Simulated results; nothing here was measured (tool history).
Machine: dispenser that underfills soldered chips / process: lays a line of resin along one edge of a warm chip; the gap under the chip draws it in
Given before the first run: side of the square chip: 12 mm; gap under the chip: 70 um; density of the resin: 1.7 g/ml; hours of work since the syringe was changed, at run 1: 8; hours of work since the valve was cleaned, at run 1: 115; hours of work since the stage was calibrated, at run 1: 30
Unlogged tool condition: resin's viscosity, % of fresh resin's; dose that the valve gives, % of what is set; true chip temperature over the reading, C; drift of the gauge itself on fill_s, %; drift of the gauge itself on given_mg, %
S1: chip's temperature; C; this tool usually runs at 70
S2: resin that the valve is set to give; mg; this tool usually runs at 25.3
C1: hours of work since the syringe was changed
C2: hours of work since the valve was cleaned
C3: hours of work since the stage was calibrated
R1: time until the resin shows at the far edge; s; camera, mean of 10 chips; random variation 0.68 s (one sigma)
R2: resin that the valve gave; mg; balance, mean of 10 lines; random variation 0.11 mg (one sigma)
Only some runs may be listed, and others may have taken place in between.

run 1 day=0 | S1=70 S2=25.3 | C1=8 C2=115 C3=30 | R1=101.3 R2=22.22
-- day=0.15 new syringe of resin
run 2 day=0.288 | S1=70 S2=25.3 | C1=2 C2=120 C3=35 | R1=72.1 R2=22.18
run 3 day=0.671 | S1=70 S2=25.3 | C1=9 C2=127 C3=42 | R1=111.3 R2=22.29
-- day=0.771 new syringe of resin
-- day=0.812 dispensing valve cleaned and set on the balance
run 4 day=1.167 | S1=75 S2=25.3 | C1=6 C2=6 C3=50 | R1=75.2 R2=24.94
-- day=1.408 new syringe of resin
run 5 day=1.571 | S1=75 S2=25.3 | C1=3 C2=13 C3=57 | R1=60.2 R2=25.06
run 6 day=1.938 | S1=65 S2=25.3 | C1=10 C2=20 C3=63 | R1=133.1 R2=24.88
-- day=2.012 new syringe of resin
run 7 day=2.338 | S1=65 S2=25.3 | C1=6 C2=27 C3=70 | R1=99 R2=24.53
run 8 day=2.567 | S1=70 S2=25.3 | C1=10 C2=31 C3=74 | R1=107.2 R2=24.57
-- day=2.604 new syringe of resin
run 9 day=3.038 | S1=70 S2=25.3 | C1=8 C2=39 C3=83 | R1=95.1 R2=24.41
-- day=3.212 new syringe of resin
run 10 day=3.388 | S1=70 S2=25.3 | C1=3 C2=45 C3=89 | R1=72.6 R2=24.08
run 11 day=3.767 | S1=56 S2=25.3 | C1=10 C2=52 C3=95 | R1=188.9 R2=23.9
-- day=3.804 new syringe of resin
run 12 day=4.004 | S1=70 S2=25.3 | C1=4 C2=56 C3=99 | R1=74 R2=23.85
run 13 day=4.275 | S1=70 S2=25.3 | C1=8 C2=61 C3=104 | R1=100 R2=23.84
-- day=4.417 new syringe of resin
run 14 day=4.742 | S1=70 S2=25.3 | C1=6 C2=69 C3=112 | R1=84.6 R2=23.53
-- day=5.008 new syringe of resin
run 15 day=5.162 | S1=72 S2=29 | C1=3 C2=76 C3=120 | R1=65.8 R2=27.03
run 16 day=5.429 | S1=67 S2=24.4 | C1=7 C2=81 C3=125 | R1=107.9 R2=22.46
-- day=5.638 new syringe of resin
run 17 day=5.658 | S1=75 S2=31.3 | C1=0 C2=85 C3=128 | R1=50.1 R2=28.84
run 18 day=5.996 | S1=82 S2=24.8 | C1=6 C2=91 C3=134 | R1=58.3 R2=22.87
-- day=6.246 new syringe of resin
run 19 day=6.358 | S1=68 S2=22.8 | C1=2 C2=97 C3=141 | R1=75.4 R2=20.67
run 20 day=6.725 | S1=65 S2=24.9 | C1=9 C2=104 C3=147 | R1=120.7 R2=22.46
-- day=6.842 new syringe of resin
run 21 day=7.146 | S1=64 S2=24.9 | C1=5 C2=111 C3=155 | R1=106.6 R2=21.99
-- day=7.467 new syringe of resin
run 22 day=7.571 | S1=64 S2=32.2 | C1=2 C2=119 C3=162 | R1=82.6 R2=28.35
run 23 day=7.767 | S1=65 S2=22 | C1=5 C2=122 C3=166 | R1=107.4 R2=19.2
-- day=8.062 new syringe of resin
run 24 day=8.071 | S1=65 S2=30.7 | C1=0 C2=128 C3=171 | R1=71 R2=27.22
-- day=8.133 dispensing valve cleaned and set on the balance
run 25 day=8.425 | S1=65 S2=30.7 | C1=6 C2=5 C3=176 | R1=99.3 R2=30.68
-- day=8.708 new syringe of resin
run 26 day=8.888 | S1=74 S2=26.1 | C1=3 C2=13 C3=184 | R1=62.7 R2=25.71
run 27 day=9.233 | S1=69 S2=21.7 | C1=9 C2=19 C3=191 | R1=114.8 R2=21.33
-- day=9.325 new syringe of resin
run 28 day=9.567 | S1=65 S2=27.2 | C1=4 C2=25 C3=196 | R1=91.3 R2=26.58

Alternative continuations, all from the tool just after run 28; predict every row:
-- day=9.921 new syringe of resin
run A day=9.921 | S1=81 S2=25.9 | C1=0 C2=31 C3=203 | R1=? R2=?
-- day=9.921 new syringe of resin
run B day=9.921 | S1=84 S2=29.8 | C1=0 C2=31 C3=203 | R1=? R2=?
-- day=9.921 new syringe of resin
run C day=9.921 | S1=84 S2=28.9 | C1=0 C2=31 C3=203 | R1=? R2=?
-- day=9.921 new syringe of resin
run D day=9.921 | S1=84 S2=25.5 | C1=0 C2=31 C3=203 | R1=? R2=?

run=A R1=40.1 R2=25.09
run=B R1=34.2 R2=28.74
run=C R1=35 R2=27.93
run=D R1=35.7 R2=24.73
With the hidden condition removed and each run's random variation left untouched, the same runs would have given:
run=A R1=41.6 R2=25.93
run=B R1=35.6 R2=29.7
run=C R1=36.4 R2=28.86
run=D R1=37 R2=25.56
